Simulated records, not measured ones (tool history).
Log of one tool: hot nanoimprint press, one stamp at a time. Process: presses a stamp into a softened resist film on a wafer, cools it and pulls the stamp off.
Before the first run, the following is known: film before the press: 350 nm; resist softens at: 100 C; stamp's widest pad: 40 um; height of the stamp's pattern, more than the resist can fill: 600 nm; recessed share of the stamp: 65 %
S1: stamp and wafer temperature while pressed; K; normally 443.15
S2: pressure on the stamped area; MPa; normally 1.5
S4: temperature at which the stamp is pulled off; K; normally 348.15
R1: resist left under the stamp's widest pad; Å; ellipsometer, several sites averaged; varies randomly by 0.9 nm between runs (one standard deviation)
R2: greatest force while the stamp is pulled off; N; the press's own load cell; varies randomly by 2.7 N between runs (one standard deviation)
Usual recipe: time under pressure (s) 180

run 1 hour=0.0 | S1=443.15 S2=1.5 time_under_pressure_(s)=180 S4=348.15 | R1=1904 R2=160
run 2 hour=20.6 | S1=443.15 S2=1.5 time_under_pressure_(s)=180 S4=348.15 | R1=1908 R2=166
run 3 hour=40.2 | S1=437.15 S2=1.5 time_under_pressure_(s)=180 S4=348.15 | R1=2482 R2=161
run 4 hour=51.4 | S1=437.15 S2=1.5 time_under_pressure_(s)=180 S4=348.15 | R1=2496 R2=162
run 5 hour=74.5 | S1=437.15 S2=1.5 time_under_pressure_(s)=180 S4=348.15 | R1=2485 R2=162
run 6 hour=93.9 | S1=443.15 S2=1.5 time_under_pressure_(s)=180 S4=333.15 | R1=1915 R2=204
run 7 hour=113.9 | S1=443.15 S2=1.5 time_under_pressure_(s)=180 S4=333.15 | R1=1920 R2=210

Run 8 comes next. What will it give?
run 8 hour=124.9 | S1=451.15 S2=1.5 time_under_pressure_(s)=180 S4=333.15 | R1=? R2=?

R1: 1253 Å
R2: 207 N
On a tool with no hidden condition, and with the same random variation, this run would have come out at R1 1214 Å, R2 155 N.

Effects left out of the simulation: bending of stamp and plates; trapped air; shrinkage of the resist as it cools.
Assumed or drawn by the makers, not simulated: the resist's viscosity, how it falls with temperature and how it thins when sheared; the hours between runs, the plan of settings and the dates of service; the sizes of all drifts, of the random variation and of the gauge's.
